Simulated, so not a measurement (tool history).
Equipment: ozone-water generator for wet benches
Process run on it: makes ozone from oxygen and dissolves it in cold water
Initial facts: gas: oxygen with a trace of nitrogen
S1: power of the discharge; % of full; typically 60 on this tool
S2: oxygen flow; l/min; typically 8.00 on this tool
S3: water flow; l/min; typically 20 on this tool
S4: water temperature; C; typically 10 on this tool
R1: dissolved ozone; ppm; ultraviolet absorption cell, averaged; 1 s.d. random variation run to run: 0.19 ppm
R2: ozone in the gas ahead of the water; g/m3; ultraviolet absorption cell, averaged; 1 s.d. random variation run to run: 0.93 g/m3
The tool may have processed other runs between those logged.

{"run": 1, "hour": 0.0, "S1": 60, "S2": 8.0, "S3": 20, "S4": 10, "R1": 24.0, "R2": 147.9}
{"run": 2, "hour": 117.5, "S1": 60, "S2": 8.0, "S3": 30, "S4": 10, "R1": 16.4, "R2": 149.1}
{"run": 3, "hour": 254.2, "S1": 60, "S2": 8.0, "S3": 20, "S4": 10, "R1": 23.8, "R2": 147.0}
{"run": 4, "hour": 325.6, "S1": 49, "S2": 8.0, "S3": 20, "S4": 10, "R1": 20.3, "R2": 126.6}
{"run": 5, "hour": 463.8, "S1": 60, "S2": 8.0, "S3": 20, "S4": 10, "R1": 23.5, "R2": 146.3}
{"run": 6, "hour": 534.2, "S1": 60, "S2": 8.0, "S3": 15, "S4": 10, "R1": 28.8, "R2": 145.3}
{"run": 7, "hour": 675.1, "S1": 60, "S2": 8.0, "S3": 28, "S4": 10, "R1": 17.3, "R2": 144.7}
{"run": 8, "hour": 760.0, "S1": 53, "S2": 8.0, "S3": 20, "S4": 10, "R1": 21.1, "R2": 134.5}
{"run": 9, "hour": 918.4, "S1": 60, "S2": 8.0, "S3": 20, "S4": 10, "R1": 23.5, "R2": 145.6}
{"run": 10, "hour": 1040.5, "S1": 60, "S2": 8.0, "S3": 15, "S4": 10, "R1": 28.4, "R2": 146.0}
{"run": 11, "hour": 1201.6, "S1": 60, "S2": 8.0, "S3": 15, "S4": 10, "R1": 28.4, "R2": 144.4}
{"run": 12, "hour": 1363.6, "S1": 60, "S2": 8.0, "S3": 15, "S4": 10, "R1": 28.5, "R2": 144.6}
{"hour": 1437.7, "done": "contactor cleaned"}
{"run": 13, "hour": 1534.1, "S1": 60, "S2": 13.72, "S3": 15, "S4": 10, "R1": 25.0, "R2": 103.2}
{"run": 14, "hour": 1642.8, "S1": 60, "S2": 13.72, "S3": 15, "S4": 10, "R1": 24.9, "R2": 101.9}
{"run": 15, "hour": 1774.2, "S1": 60, "S2": 8.0, "S3": 20, "S4": 8, "R1": 23.9, "R2": 143.1}
{"run": 16, "hour": 1852.0, "S1": 60, "S2": 8.0, "S3": 20, "S4": 8, "R1": 24.0, "R2": 142.9}
{"run": 17, "hour": 1927.3, "S1": 60, "S2": 8.0, "S3": 20, "S4": 8, "R1": 24.0, "R2": 143.3}
{"run": 18, "hour": 2031.1, "S1": 60, "S2": 8.0, "S3": 20, "S4": 5, "R1": 24.9, "R2": 142.0}
{"run": 19, "hour": 2173.8, "S1": 60, "S2": 7.11, "S3": 20, "S4": 5, "R1": 24.9, "R2": 153.7}
{"run": 20, "hour": 2324.1, "S1": 43, "S2": 8.0, "S3": 20, "S4": 13, "R1": 17.2, "R2": 111.9}
{"run": 21, "hour": 2414.6, "S1": 92, "S2": 7.23, "S3": 26, "S4": 10, "R1": 25.1, "R2": 204.4}
{"hour": 2443.5, "done": "water thermometer calibrated"}
{"run": 22, "hour": 2572.4, "S1": 92, "S2": 7.23, "S3": 26, "S4": 10, "R1": 24.9, "R2": 202.2}
{"run": 23, "hour": 2737.0, "S1": 73, "S2": 13.02, "S3": 20, "S4": 10, "R1": 24.2, "R2": 118.9}
{"run": 24, "hour": 2814.8, "S1": 67, "S2": 5.01, "S3": 27, "S4": 5, "R1": 20.1, "R2": 201.1}
{"run": 25, "hour": 2931.2, "S1": 67, "S2": 5.01, "S3": 27, "S4": 5, "R1": 19.6, "R2": 202.2}
{"run": 26, "hour": 3052.6, "S1": 46, "S2": 5.47, "S3": 19, "S4": 18, "R1": 18.0, "R2": 146.1}
{"run": 27, "hour": 3171.5, "S1": 82, "S2": 6.5, "S3": 28, "S4": 8, "R1": 21.7, "R2": 197.7}
{"run": 28, "hour": 3308.0, "S1": 60, "S2": 8.0, "S3": 20, "S4": 6, "R1": 23.8, "R2": 137.8}
{"run": 29, "hour": 3460.7, "S1": 60, "S2": 8.0, "S3": 20, "S4": 6, "R1": 23.5, "R2": 138.5}
{"run": 30, "hour": 3539.8, "S1": 60, "S2": 8.0, "S3": 20, "S4": 6, "R1": 23.6, "R2": 137.7}
{"run": 31, "hour": 3650.8, "S1": 60, "S2": 8.0, "S3": 20, "S4": 6, "R1": 23.8, "R2": 138.9}
{"run": 32, "hour": 3771.6, "S1": 60, "S2": 8.0, "S3": 20, "S4": 6, "R1": 23.4, "R2": 136.8}
{"run": 33, "hour": 3887.7, "S1": 89, "S2": 8.0, "S3": 16, "S4": 10, "R1": 34.2, "R2": 180.2}

4 ways to go on from here, each from the tool as it stands after run 33. What would each give?
{"run": "A", "hour": 4057.3, "S1": 41, "S2": 8.0, "S3": 16, "S4": 10, "R1": "?", "R2": "?"}
{"run": "B", "hour": 4057.3, "S1": 60, "S2": 10.73, "S3": 20, "S4": 10, "R1": "?", "R2": "?"}
{"run": "C", "hour": 4057.3, "S1": 89, "S2": 7.06, "S3": 16, "S4": 10, "R1": "?", "R2": "?"}
{"run": "D", "hour": 4057.3, "S1": 60, "S2": 8.0, "S3": 19, "S4": 10, "R1": "?", "R2": "?"}

run=A R1=19.8 R2=104.5
run=B R1=20.8 R2=113.0
run=C R1=34.4 R2=196.9
run=D R1=22.8 R2=137.4
Take away the tool's hidden state, keep each run's random variation, and the runs would have read:
run=A R1=22.3 R2=114.9
run=B R1=24.5 R2=130.2
run=C R1=42.4 R2=237.3
run=D R1=26.9 R2=158.0

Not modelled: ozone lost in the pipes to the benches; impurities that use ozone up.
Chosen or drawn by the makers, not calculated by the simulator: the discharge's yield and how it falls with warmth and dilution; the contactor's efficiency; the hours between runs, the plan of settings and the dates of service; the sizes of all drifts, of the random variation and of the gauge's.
